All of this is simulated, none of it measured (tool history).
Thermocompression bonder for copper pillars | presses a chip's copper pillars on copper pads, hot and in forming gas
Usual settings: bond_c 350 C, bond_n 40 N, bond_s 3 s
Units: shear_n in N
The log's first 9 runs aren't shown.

run   hour  bond_c  bond_n  bond_s  hours of work since the heater was calibrated  hours of work since the force cell was calibrated  hours of work since the gas filter was changed  shear_n
 10  127.0     377      40       3                                            196                                                531                                             375     93.3
 11  149.3     377      40       3                                            214                                                549                                             393     93.0
 12  162.4     350      40       3                                            224                                                559                                             403     76.8
     174.8  -- forming gas filter changed
 13  179.6     350      40       3                                            238                                                572                                               4     77.6
 14  194.4     350      40       3                                            249                                                584                                              16     78.0
 15  208.3     350      40       3                                            260                                                595                                              26     77.5
 16  219.1     350      40       3                                            269                                                603                                              35     77.7
 17  238.4     350      40       3                                            284                                                619                                              50     77.9
 18  255.7     350      48       3                                            298                                                632                                              64     89.7
 19  270.6     350      48       3                                            309                                                644                                              76     89.4
 20  284.4     350      48       3                                            320                                                655                                              87     89.7
 21  298.6     336      53       2                                            332                                                666                                              98     77.4
 22  320.5     370      47       3                                            349                                                684                                             115    100.0
 23  338.7     370      52       2                                            363                                                698                                             129     97.1
 24  360.7     370      52       2                                            381                                                715                                             147     96.8
 25  372.1     350      53       2                                            390                                                724                                             156     86.0
 26  392.3     350      40       2                                            406                                                740                                             172     67.5
 27  405.9     328      49       4                                            416                                                751                                             183     81.8
 28  419.7     338      49       2                                            427                                                762                                             193     72.8
 29  432.1     348      28       3                                            437                                                772                                             203     53.0
 30  450.5     370      55       3                                            452                                                786                                             218    107.2
 31  474.2     370      55       3                                            470                                                805                                             237    107.8

Forecast each of these 3 alternatives for the next run:
  A  496.0     361      29       8                                            488                                                822                                             254        ?
  B  496.0     365      30       3                                            488                                                822                                             254        ?
  C  496.0     373      49       3                                            488                                                822                                             254        ?

run  shear_n
  A     84.7
  B     66.9
  C    102.4
Without the tool's hidden state the same runs would have given:
run  shear_n
  A     88.7
  B     70.6
  C    106.2

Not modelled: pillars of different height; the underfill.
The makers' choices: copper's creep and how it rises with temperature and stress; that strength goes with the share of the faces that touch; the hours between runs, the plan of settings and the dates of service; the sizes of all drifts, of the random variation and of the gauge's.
